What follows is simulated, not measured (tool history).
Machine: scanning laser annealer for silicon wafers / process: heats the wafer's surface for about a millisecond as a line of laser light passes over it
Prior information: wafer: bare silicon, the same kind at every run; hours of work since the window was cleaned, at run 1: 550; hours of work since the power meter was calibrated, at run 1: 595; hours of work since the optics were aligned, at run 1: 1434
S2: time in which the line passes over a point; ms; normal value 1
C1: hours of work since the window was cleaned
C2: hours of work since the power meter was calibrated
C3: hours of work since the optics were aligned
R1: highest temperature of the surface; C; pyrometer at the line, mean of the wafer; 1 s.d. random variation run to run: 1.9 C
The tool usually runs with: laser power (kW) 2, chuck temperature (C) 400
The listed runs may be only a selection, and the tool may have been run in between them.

Run 1, hour 0: usual settings; C1 550; C2 595; C3 1434. Result: R1 1110 C.
Run 2, hour 64: usual settings but S2 0.89 ms; C1 576; C2 621; C3 1459. Result: R1 1071 C.
Run 3, hour 125.7: usual settings; C1 601; C2 646; C3 1484. Result: R1 1109 C.
Run 4, hour 160.5: usual settings; C1 615; C2 660; C3 1499. Result: R1 1111 C.
Run 5, hour 189.6: usual settings; C1 627; C2 672; C3 1510. Result: R1 1107 C.
Run 6, hour 227.7: usual settings; C1 642; C2 687; C3 1526. Result: R1 1104 C.
Run 7, hour 285.9: usual settings; C1 666; C2 711; C3 1549. Result: R1 1102 C.
Run 8, hour 342.7: usual settings; C1 689; C2 734; C3 1572. Result: R1 1102 C.
Run 9, hour 388.5: usual settings but S2 1.13 ms; C1 707; C2 752; C3 1591. Result: R1 1144 C.
At hour 399.1: optics aligned, line set to its width.
Run 10, hour 423.5: usual settings but S2 1.13 ms; C1 719; C2 764; C3 10. Result: R1 1141 C.
Run 11, hour 485.7: usual settings but laser power (kW) 2.009, S2 0.91 ms; C1 745; C2 789; C3 35. Result: R1 1069 C.
Run 12, hour 513.6: usual settings but laser power (kW) 2.009, S2 0.91 ms; C1 756; C2 801; C3 46. Result: R1 1069 C.
Run 13, hour 551.4: usual settings but laser power (kW) 2.09, S2 1.21 ms, chuck temperature (C) 436; C1 771; C2 816; C3 62. Result: R1 1236 C.
Run 14, hour 614.3: usual settings but laser power (kW) 2.134, S2 1.07 ms, chuck temperature (C) 426; C1 797; C2 841; C3 87. Result: R1 1197 C.
Run 15, hour 652.1: usual settings but laser power (kW) 1.889, S2 0.71 ms, chuck temperature (C) 430; C1 812; C2 857; C3 102. Result: R1 978 C.
Run 16, hour 707.2: usual settings but laser power (kW) 1.889, S2 0.71 ms, chuck temperature (C) 430; C1 834; C2 879; C3 125. Result: R1 982 C.
Run 17, hour 762.9: usual settings but S2 1.01 ms; C1 857; C2 901; C3 147. Result: R1 1094 C.

3 ways to go on from here, each from the tool as it stands after run 17. What would each give?
At hour 783.9: optics aligned, line set to its width, once more.
Run A, hour 819.5: usual settings but laser power (kW) 2.12; C1 877; C2 922; C3 14. Result: R1 ?.
At hour 783.9: optics aligned, line set to its width, once more.
Run B, hour 819.5: usual settings but laser power (kW) 2.156; C1 877; C2 922; C3 14. Result: R1 ?.
At hour 783.9: optics aligned, line set to its width, once more.
Run C, hour 819.5: usual settings but laser power (kW) 2.146, S2 0.71 ms, chuck temperature (C) 366; C1 877; C2 922; C3 14. Result: R1 ?.

run    R1
  A  1157
  B  1173
  C  1016
Without the tool's hidden state the same runs would have given:
run    R1
  A  1202
  B  1219
  C  1055
